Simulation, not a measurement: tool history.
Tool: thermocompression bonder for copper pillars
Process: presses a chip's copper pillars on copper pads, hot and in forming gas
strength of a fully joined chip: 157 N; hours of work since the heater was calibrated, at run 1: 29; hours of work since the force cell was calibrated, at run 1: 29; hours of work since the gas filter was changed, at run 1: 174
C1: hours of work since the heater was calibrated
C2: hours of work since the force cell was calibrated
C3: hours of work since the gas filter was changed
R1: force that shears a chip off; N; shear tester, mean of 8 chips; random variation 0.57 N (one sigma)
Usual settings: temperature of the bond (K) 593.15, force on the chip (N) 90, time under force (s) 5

run 1 day=0.000 | temperature_of_the_bond_(K)=593.15 force_on_the_chip_(N)=90 time_under_force_(s)=5 | C1=29 C2=29 C3=174 | R1=81.6
run 2 day=1.750 | temperature_of_the_bond_(K)=593.15 force_on_the_chip_(N)=90 time_under_force_(s)=5 | C1=51 C2=51 C3=196 | R1=79.6
run 3 day=2.921 | temperature_of_the_bond_(K)=577.15 force_on_the_chip_(N)=90 time_under_force_(s)=5 | C1=66 C2=66 C3=210 | R1=66.4
run 4 day=4.692 | temperature_of_the_bond_(K)=577.15 force_on_the_chip_(N)=90 time_under_force_(s)=5 | C1=88 C2=88 C3=232 | R1=67.1
-- day=6.104 forming gas filter changed
run 5 day=6.475 | temperature_of_the_bond_(K)=577.15 force_on_the_chip_(N)=90 time_under_force_(s)=5 | C1=110 C2=110 C3=5 | R1=70.6
run 6 day=8.779 | temperature_of_the_bond_(K)=593.15 force_on_the_chip_(N)=90 time_under_force_(s)=5 | C1=138 C2=138 C3=33 | R1=83.7
run 7 day=9.792 | temperature_of_the_bond_(K)=593.15 force_on_the_chip_(N)=90 time_under_force_(s)=5 | C1=151 C2=151 C3=46 | R1=83.0
run 8 day=11.950 | temperature_of_the_bond_(K)=593.15 force_on_the_chip_(N)=90 time_under_force_(s)=5 | C1=178 C2=178 C3=73 | R1=81.9
run 9 day=13.442 | temperature_of_the_bond_(K)=593.15 force_on_the_chip_(N)=90 time_under_force_(s)=5 | C1=196 C2=196 C3=91 | R1=80.8
run 10 day=15.312 | temperature_of_the_bond_(K)=593.15 force_on_the_chip_(N)=90 time_under_force_(s)=5 | C1=220 C2=220 C3=115 | R1=81.4
run 11 day=16.438 | temperature_of_the_bond_(K)=593.15 force_on_the_chip_(N)=90 time_under_force_(s)=5 | C1=234 C2=234 C3=129 | R1=81.0
run 12 day=17.617 | temperature_of_the_bond_(K)=594.15 force_on_the_chip_(N)=96 time_under_force_(s)=5 | C1=248 C2=248 C3=143 | R1=86.4
run 13 day=19.871 | temperature_of_the_bond_(K)=617.15 force_on_the_chip_(N)=70 time_under_force_(s)=9 | C1=276 C2=276 C3=171 | R1=94.3
run 14 day=20.917 | temperature_of_the_bond_(K)=613.15 force_on_the_chip_(N)=113 time_under_force_(s)=12 | C1=289 C2=289 C3=184 | R1=131.7
run 15 day=22.450 | temperature_of_the_bond_(K)=613.15 force_on_the_chip_(N)=130 time_under_force_(s)=12 | C1=308 C2=308 C3=203 | R1=137.1
run 16 day=23.517 | temperature_of_the_bond_(K)=613.15 force_on_the_chip_(N)=130 time_under_force_(s)=12 | C1=322 C2=322 C3=217 | R1=136.3

Run 17 comes next. What will it give?
run 17 day=25.562 | temperature_of_the_bond_(K)=613.15 force_on_the_chip_(N)=130 time_under_force_(s)=12 | C1=347 C2=347 C3=242 | R1=?

R1: 136.3 N
Without the tool's hidden state the same run would have given R1 146.7 N.
